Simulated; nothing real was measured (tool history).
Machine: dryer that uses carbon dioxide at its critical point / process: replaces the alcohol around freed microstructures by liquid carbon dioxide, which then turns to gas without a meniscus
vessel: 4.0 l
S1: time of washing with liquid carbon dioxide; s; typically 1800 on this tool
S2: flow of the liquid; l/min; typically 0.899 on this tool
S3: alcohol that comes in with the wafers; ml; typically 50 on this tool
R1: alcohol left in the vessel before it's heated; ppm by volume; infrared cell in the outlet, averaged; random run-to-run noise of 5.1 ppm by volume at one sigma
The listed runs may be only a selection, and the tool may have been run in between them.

Run 1, hour 0: usual settings. Result: R1 80 ppm by volume.
Run 2, hour 22.1: usual settings but S2 1.387 l/min. Result: R1 27 ppm by volume.
Run 3, hour 40.4: usual settings but S2 1.387 l/min. Result: R1 33 ppm by volume.
Run 4, hour 62.8: usual settings but S2 1.387 l/min. Result: R1 37 ppm by volume.
Run 5, hour 74.3: usual settings but S2 1.387 l/min. Result: R1 31 ppm by volume.
Run 6, hour 85.9: usual settings but S2 1.387 l/min. Result: R1 33 ppm by volume.
Run 7, hour 103.1: usual settings but S2 1.387 l/min. Result: R1 39 ppm by volume.
At hour 116.4: inlet filter changed.
Run 8, hour 119.2: usual settings but S2 1.387 l/min. Result: R1 23 ppm by volume.
Run 9, hour 137.8: usual settings but S3 80 ml. Result: R1 108 ppm by volume.
Run 10, hour 150.3: usual settings but S1 1260 s. Result: R1 286 ppm by volume.
Run 11, hour 168.6: usual settings but S1 1260 s. Result: R1 293 ppm by volume.
Run 12, hour 189.9: usual settings but S3 119 ml. Result: R1 140 ppm by volume.
Run 13, hour 203: usual settings but S3 119 ml. Result: R1 155 ppm by volume.
Run 14, hour 213.3: usual settings but S3 119 ml. Result: R1 151 ppm by volume.
Run 15, hour 225.4: usual settings but S3 119 ml. Result: R1 157 ppm by volume.
Run 16, hour 239.4: usual settings but S3 119 ml. Result: R1 156 ppm by volume.
Run 17, hour 259: usual settings but S2 0.751 l/min. Result: R1 174 ppm by volume.
Run 18, hour 268.8: usual settings but S1 2040 s, S2 0.771 l/min, S3 60 ml. Result: R1 114 ppm by volume.
Run 19, hour 281.5: usual settings but S1 1980 s, S2 0.952 l/min. Result: R1 66 ppm by volume.
Run 20, hour 300.7: usual settings but S1 1980 s, S2 0.952 l/min. Result: R1 58 ppm by volume.
Run 21, hour 314.9: usual settings but S2 0.892 l/min. Result: R1 102 ppm by volume.
Run 22, hour 332.2: usual settings but S2 0.892 l/min. Result: R1 90 ppm by volume.
Run 23, hour 349.5: usual settings but S1 1740 s, S2 0.682 l/min, S3 35 ml. Result: R1 221 ppm by volume.
Run 24, hour 365.8: usual settings but S1 1740 s, S2 0.682 l/min, S3 35 ml. Result: R1 206 ppm by volume.
Run 25, hour 384: usual settings but S1 1740 s, S2 0.682 l/min, S3 35 ml. Result: R1 223 ppm by volume.
Run 26, hour 399.5: usual settings but S1 2280 s, S2 0.694 l/min. Result: R1 118 ppm by volume.
Run 27, hour 420.3: usual settings but S1 2280 s, S2 0.694 l/min. Result: R1 117 ppm by volume.
Run 28, hour 438.6: usual settings but S2 0.903 l/min, S3 30 ml. Result: R1 81 ppm by volume.
Run 29, hour 450.5: usual settings but S1 2220 s, S3 40 ml. Result: R1 58 ppm by volume.
Run 30, hour 467.5: usual settings but S1 1080 s, S2 1.343 l/min, S3 56 ml. Result: R1 165 ppm by volume.
Run 31, hour 483.9: usual settings but S1 1500 s, S2 0.711 l/min, S3 22 ml. Result: R1 231 ppm by volume.
At hour 490.1: inlet filter changed.
Run 32, hour 501.1: usual settings but S1 1620 s, S2 0.711 l/min, S3 80 ml. Result: R1 424 ppm by volume.
Run 33, hour 523.7: usual settings but S1 1620 s, S2 0.711 l/min, S3 76 ml. Result: R1 398 ppm by volume.

Predict each of these 4 candidate next runs independently; none follows another, all start after run 33:
Run A, hour 537.5: usual settings but S1 1680 s, S2 0.933 l/min, S3 47 ml. Result: R1 ?.
Run B, hour 537.5: usual settings but S1 2700 s, S2 1.075 l/min, S3 56 ml. Result: R1 ?.
Run C, hour 537.5: usual settings but S1 2700 s, S2 0.818 l/min, S3 31 ml. Result: R1 ?.
Run D, hour 537.5: usual settings but S1 2640 s, S2 0.661 l/min, S3 25 ml. Result: R1 ?.

run  R1
  A  89
  B  55
  C  46
  D  59
Without the tool's unlogged condition, the same runs would have read:
run  R1
  A  46
  B  15
  C   5
  D  19

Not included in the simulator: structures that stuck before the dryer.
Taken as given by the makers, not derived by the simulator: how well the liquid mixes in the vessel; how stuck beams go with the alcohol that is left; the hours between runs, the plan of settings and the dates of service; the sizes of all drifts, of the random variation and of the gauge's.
